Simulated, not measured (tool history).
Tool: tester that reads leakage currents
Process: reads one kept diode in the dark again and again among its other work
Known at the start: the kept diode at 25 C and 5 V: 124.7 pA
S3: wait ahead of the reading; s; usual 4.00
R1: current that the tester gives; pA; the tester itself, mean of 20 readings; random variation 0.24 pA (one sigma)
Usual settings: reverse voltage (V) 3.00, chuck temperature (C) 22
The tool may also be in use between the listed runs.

Run 1, hour 0.0: usual settings. Result: R1 76.57 pA.
Run 2, hour 38.8: usual settings but reverse voltage (V) 2.54. Result: R1 70.65 pA.
Run 3, hour 104.4: usual settings but reverse voltage (V) 2.54. Result: R1 70.78 pA.
Run 4, hour 154.6: usual settings but reverse voltage (V) 2.54. Result: R1 70.77 pA.
Run 5, hour 204.5: usual settings but reverse voltage (V) 2.54. Result: R1 70.86 pA.
Run 6, hour 240.7: usual settings but S3 2.24 s. Result: R1 77.12 pA.
Run 7, hour 301.5: usual settings but chuck temperature (C) 30, S3 2.24 s. Result: R1 139.82 pA.
Run 8, hour 332.2: usual settings but chuck temperature (C) 30, S3 2.24 s. Result: R1 139.00 pA.
Run 9, hour 397.7: usual settings but chuck temperature (C) 30, S3 2.24 s. Result: R1 139.33 pA.
Run 10, hour 435.1: usual settings but chuck temperature (C) 30, S3 2.24 s. Result: R1 138.85 pA.
Run 11, hour 474.8: usual settings. Result: R1 76.54 pA.
Run 12, hour 540.4: usual settings but chuck temperature (C) 52. Result: R1 614.55 pA.
Run 13, hour 597.7: usual settings but chuck temperature (C) 52. Result: R1 612.02 pA.
Run 14, hour 636.2: usual settings but reverse voltage (V) 1.65. Result: R1 56.80 pA.
Run 15, hour 694.4: usual settings but chuck temperature (C) 27. Result: R1 111.28 pA.
Run 16, hour 750.7: usual settings but chuck temperature (C) 27. Result: R1 112.11 pA.
Run 17, hour 804.4: usual settings but chuck temperature (C) 27. Result: R1 111.92 pA.
Run 18, hour 870.3: usual settings but chuck temperature (C) 27. Result: R1 111.50 pA.
Run 19, hour 914.2: usual settings but chuck temperature (C) 27. Result: R1 112.04 pA.
Run 20, hour 957.5: usual settings but chuck temperature (C) 27. Result: R1 111.55 pA.
Run 21, hour 995.1: usual settings but reverse voltage (V) 5.03, chuck temperature (C) 59, S3 0.37 s. Result: R1 1226.79 pA.
Run 22, hour 1046.2: usual settings but S3 7.11 s. Result: R1 76.83 pA.
Run 23, hour 1110.1: usual settings but reverse voltage (V) 10.73, chuck temperature (C) 38, S3 4.07 s. Result: R1 467.64 pA.
Run 24, hour 1154.4: usual settings but reverse voltage (V) 5.70. Result: R1 106.71 pA.

Run 25 comes next. What will it give?
Run 25, hour 1206.8: usual settings but reverse voltage (V) 4.54, chuck temperature (C) 48, S3 3.83 s. Result: R1 ?.

{"run 25": {"R1": 585.56}}
Without the tool's hidden state the same run would have given R1 586.06 pA.

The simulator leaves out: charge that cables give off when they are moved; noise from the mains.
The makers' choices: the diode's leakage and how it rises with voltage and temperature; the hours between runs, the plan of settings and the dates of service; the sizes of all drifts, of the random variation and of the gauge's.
